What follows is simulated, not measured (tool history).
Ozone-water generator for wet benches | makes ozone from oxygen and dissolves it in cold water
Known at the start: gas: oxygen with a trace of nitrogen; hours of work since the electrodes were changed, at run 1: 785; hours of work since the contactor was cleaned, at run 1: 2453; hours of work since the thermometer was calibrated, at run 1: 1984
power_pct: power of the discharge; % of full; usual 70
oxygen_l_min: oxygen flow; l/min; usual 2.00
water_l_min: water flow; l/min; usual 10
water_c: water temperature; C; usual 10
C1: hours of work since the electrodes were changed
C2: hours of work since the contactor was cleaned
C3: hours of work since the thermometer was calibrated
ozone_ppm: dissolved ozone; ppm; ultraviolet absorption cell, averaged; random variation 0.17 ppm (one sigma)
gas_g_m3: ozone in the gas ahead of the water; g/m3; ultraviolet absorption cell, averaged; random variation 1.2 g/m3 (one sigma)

run 1 hour=0.0 | power_pct=70 oxygen_l_min=2.00 water_l_min=10 water_c=10 | C1=785 C2=2453 C3=1984 | ozone_ppm=22.9 gas_g_m3=210.2
run 2 hour=12.6 | power_pct=70 oxygen_l_min=2.48 water_l_min=10 water_c=10 | C1=797 C2=2465 C3=1996 | ozone_ppm=24.4 gas_g_m3=196.4
run 3 hour=40.1 | power_pct=70 oxygen_l_min=2.48 water_l_min=10 water_c=10 | C1=823 C2=2491 C3=2022 | ozone_ppm=24.2 gas_g_m3=199.0
run 4 hour=56.5 | power_pct=70 oxygen_l_min=2.48 water_l_min=10 water_c=10 | C1=839 C2=2507 C3=2038 | ozone_ppm=24.8 gas_g_m3=195.2
run 5 hour=82.9 | power_pct=70 oxygen_l_min=2.48 water_l_min=10 water_c=10 | C1=864 C2=2532 C3=2063 | ozone_ppm=24.5 gas_g_m3=199.1
run 6 hour=109.3 | power_pct=87 oxygen_l_min=2.48 water_l_min=10 water_c=10 | C1=889 C2=2557 C3=2088 | ozone_ppm=30.0 gas_g_m3=238.3
run 7 hour=123.3 | power_pct=87 oxygen_l_min=2.48 water_l_min=10 water_c=10 | C1=902 C2=2570 C3=2101 | ozone_ppm=29.8 gas_g_m3=238.4
run 8 hour=143.0 | power_pct=70 oxygen_l_min=2.00 water_l_min=14 water_c=10 | C1=921 C2=2589 C3=2120 | ozone_ppm=16.7 gas_g_m3=210.4
run 9 hour=165.0 | power_pct=70 oxygen_l_min=2.00 water_l_min=14 water_c=10 | C1=942 C2=2610 C3=2141 | ozone_ppm=17.0 gas_g_m3=208.1
run 10 hour=177.4 | power_pct=70 oxygen_l_min=2.00 water_l_min=14 water_c=10 | C1=954 C2=2621 C3=2153 | ozone_ppm=17.1 gas_g_m3=210.8
run 11 hour=196.3 | power_pct=70 oxygen_l_min=2.00 water_l_min=14 water_c=10 | C1=972 C2=2639 C3=2171 | ozone_ppm=16.7 gas_g_m3=210.0
run 12 hour=213.7 | power_pct=70 oxygen_l_min=2.00 water_l_min=14 water_c=10 | C1=988 C2=2656 C3=2187 | ozone_ppm=16.8 gas_g_m3=208.7
run 13 hour=239.7 | power_pct=70 oxygen_l_min=1.78 water_l_min=10 water_c=10 | C1=1013 C2=2681 C3=2212 | ozone_ppm=22.1 gas_g_m3=218.4
run 14 hour=268.1 | power_pct=70 oxygen_l_min=1.78 water_l_min=8 water_c=10 | C1=1040 C2=2708 C3=2239 | ozone_ppm=26.1 gas_g_m3=218.4
run 15 hour=284.3 | power_pct=70 oxygen_l_min=2.00 water_l_min=10 water_c=10 | C1=1055 C2=2723 C3=2254 | ozone_ppm=22.7 gas_g_m3=208.6
-- hour=287.0 water thermometer calibrated
run 16 hour=310.6 | power_pct=70 oxygen_l_min=2.00 water_l_min=10 water_c=10 | C1=1080 C2=2748 C3=22 | ozone_ppm=22.9 gas_g_m3=210.2
run 17 hour=335.6 | power_pct=46 oxygen_l_min=2.00 water_l_min=14 water_c=7 | C1=1104 C2=2771 C3=46 | ozone_ppm=11.8 gas_g_m3=141.9
-- hour=344.0 water thermometer calibrated, once more
run 18 hour=358.0 | power_pct=46 oxygen_l_min=2.00 water_l_min=14 water_c=7 | C1=1125 C2=2792 C3=13 | ozone_ppm=11.7 gas_g_m3=143.0
run 19 hour=378.3 | power_pct=46 oxygen_l_min=2.00 water_l_min=14 water_c=7 | C1=1144 C2=2812 C3=33 | ozone_ppm=11.8 gas_g_m3=142.4
run 20 hour=403.7 | power_pct=46 oxygen_l_min=2.00 water_l_min=14 water_c=7 | C1=1168 C2=2836 C3=57 | ozone_ppm=11.7 gas_g_m3=142.9
run 21 hour=433.2 | power_pct=77 oxygen_l_min=2.00 water_l_min=10 water_c=10 | C1=1196 C2=2864 C3=85 | ozone_ppm=24.9 gas_g_m3=228.2
run 22 hour=460.5 | power_pct=70 oxygen_l_min=3.19 water_l_min=11 water_c=8 | C1=1222 C2=2890 C3=111 | ozone_ppm=24.8 gas_g_m3=179.6
run 23 hour=484.9 | power_pct=60 oxygen_l_min=2.00 water_l_min=10 water_c=9 | C1=1245 C2=2913 C3=134 | ozone_ppm=19.8 gas_g_m3=181.4
run 24 hour=510.2 | power_pct=60 oxygen_l_min=2.00 water_l_min=10 water_c=9 | C1=1269 C2=2937 C3=158 | ozone_ppm=19.8 gas_g_m3=180.1
run 25 hour=533.8 | power_pct=53 oxygen_l_min=1.59 water_l_min=7 water_c=5 | C1=1292 C2=2959 C3=180 | ozone_ppm=23.0 gas_g_m3=172.4
run 26 hour=548.0 | power_pct=53 oxygen_l_min=1.59 water_l_min=7 water_c=5 | C1=1305 C2=2973 C3=194 | ozone_ppm=22.7 gas_g_m3=171.5
run 27 hour=562.6 | power_pct=70 oxygen_l_min=2.00 water_l_min=10 water_c=13 | C1=1319 C2=2987 C3=208 | ozone_ppm=22.0 gas_g_m3=209.1
run 28 hour=582.8 | power_pct=70 oxygen_l_min=2.00 water_l_min=10 water_c=13 | C1=1338 C2=3006 C3=227 | ozone_ppm=21.9 gas_g_m3=210.1
run 29 hour=596.3 | power_pct=84 oxygen_l_min=2.00 water_l_min=10 water_c=9 | C1=1351 C2=3019 C3=240 | ozone_ppm=26.8 gas_g_m3=248.5
run 30 hour=616.9 | power_pct=70 oxygen_l_min=2.03 water_l_min=10 water_c=8 | C1=1371 C2=3039 C3=260 | ozone_ppm=23.3 gas_g_m3=205.5
run 31 hour=643.2 | power_pct=70 oxygen_l_min=2.03 water_l_min=10 water_c=8 | C1=1396 C2=3063 C3=285 | ozone_ppm=23.1 gas_g_m3=207.4
run 32 hour=659.6 | power_pct=62 oxygen_l_min=1.87 water_l_min=15 water_c=10 | C1=1411 C2=3079 C3=300 | ozone_ppm=13.7 gas_g_m3=190.1

Forecast each of these 4 alternatives for the next run:
run A hour=684.9 | power_pct=98 oxygen_l_min=1.21 water_l_min=9 water_c=10 | C1=1435 C2=3103 C3=324 | ozone_ppm=? gas_g_m3=?
run B hour=684.9 | power_pct=70 oxygen_l_min=2.00 water_l_min=7 water_c=13 | C1=1435 C2=3103 C3=324 | ozone_ppm=? gas_g_m3=?
run C hour=684.9 | power_pct=62 oxygen_l_min=1.87 water_l_min=14 water_c=10 | C1=1435 C2=3103 C3=324 | ozone_ppm=? gas_g_m3=?
run D hour=684.9 | power_pct=95 oxygen_l_min=2.00 water_l_min=11 water_c=13 | C1=1435 C2=3103 C3=324 | ozone_ppm=? gas_g_m3=?

run=A ozone_ppm=27.3 gas_g_m3=331.2
run=B ozone_ppm=28.5 gas_g_m3=207.1
run=C ozone_ppm=14.6 gas_g_m3=188.4
run=D ozone_ppm=26.7 gas_g_m3=275.4
Without the tool's hidden state the same runs would have given:
run=A ozone_ppm=28.4 gas_g_m3=338.4
run=B ozone_ppm=29.4 gas_g_m3=210.6
run=C ozone_ppm=15.2 gas_g_m3=191.2
run=D ozone_ppm=27.8 gas_g_m3=281.3

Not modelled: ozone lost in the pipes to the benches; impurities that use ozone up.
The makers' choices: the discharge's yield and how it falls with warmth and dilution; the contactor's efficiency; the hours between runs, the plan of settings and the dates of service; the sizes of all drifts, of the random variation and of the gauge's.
